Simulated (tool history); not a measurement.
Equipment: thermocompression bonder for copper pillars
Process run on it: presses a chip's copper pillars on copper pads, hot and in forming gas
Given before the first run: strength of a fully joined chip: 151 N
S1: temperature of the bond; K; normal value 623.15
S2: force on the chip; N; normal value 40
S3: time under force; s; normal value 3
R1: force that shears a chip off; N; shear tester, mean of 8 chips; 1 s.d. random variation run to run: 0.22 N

run	hour	S1	S2	S3	R1
1	0	623.15	40	3	82.1
# hour 6.1: heater calibrated with a thermocouple chip
2	24.5	604.15	40	3	60.8
# hour 33.1: forming gas filter changed
3	53.9	614.15	40	3	70
4	72.4	614.15	40	3	70.1
5	90.2	599.15	40	3	58.8
6	109.5	599.15	40	3	58.8
7	127	599.15	40	3	58.8
8	159.5	599.15	40	3	58.7
# hour 169.3: forming gas filter changed
9	189.6	613.15	40	3	69.9
10	220.3	613.15	40	3	70
11	251.3	613.15	40	3	69.7
12	281.8	613.15	40	3	69.2
# hour 305: forming gas filter changed
13	308.7	613.15	40	3	70.8
14	331.1	645.15	40	3	94.1
15	364.6	645.15	48	3	100.6
16	390.1	645.15	48	3	100.2
17	420.2	645.15	48	3	99.7
# hour 441.2: forming gas filter changed
18	443.5	623.15	40	3	79.3
19	462	623.15	40	3	78.7
20	484.3	609.15	40	3	68.6
21	513.5	609.15	40	3	68.2
22	534.5	609.15	40	3	68.1
23	562.1	651.15	28	3	83.6
# hour 576.3: forming gas filter changed
24	583.9	651.15	28	3	85.8
25	601.9	623.15	26	3	63.5
26	632.6	623.15	40	2	69.1
27	658.7	623.15	28	2	56.7
28	684.3	639.15	33	3	82.7
# hour 708.4: force cell calibrated
# hour 713.5: forming gas filter changed
29	716.1	621.15	40	3	82
30	741.8	621.15	40	3	81.4
31	761.4	611.15	34	8	94
32	776.9	608.15	42	3	73.4
33	797	623.15	45	3	86.7
34	823.1	641.15	46	3	99.6
# hour 850.4: forming gas filter changed
35	858.2	641.15	46	3	101.9
36	888.3	623.15	36	8	105.4
37	910.2	608.15	43	4	82.4
38	937.7	608.15	42	2	64.1

Forecast each of these 5 alternatives for the next run:
A	964.6	634.15	59	3	?
B	964.6	641.15	35	8	?
C	964.6	633.15	36	2	?
D	964.6	652.15	42	5	?
E	964.6	593.15	52	2	?

run	R1
A	105.6
B	115.1
C	75
D	117
E	60.8
Stripped of hidden state, with their random variation kept, the same runs would have yielded:
run	R1
A	101.9
B	112.3
C	70.8
D	114.5
E	56.1

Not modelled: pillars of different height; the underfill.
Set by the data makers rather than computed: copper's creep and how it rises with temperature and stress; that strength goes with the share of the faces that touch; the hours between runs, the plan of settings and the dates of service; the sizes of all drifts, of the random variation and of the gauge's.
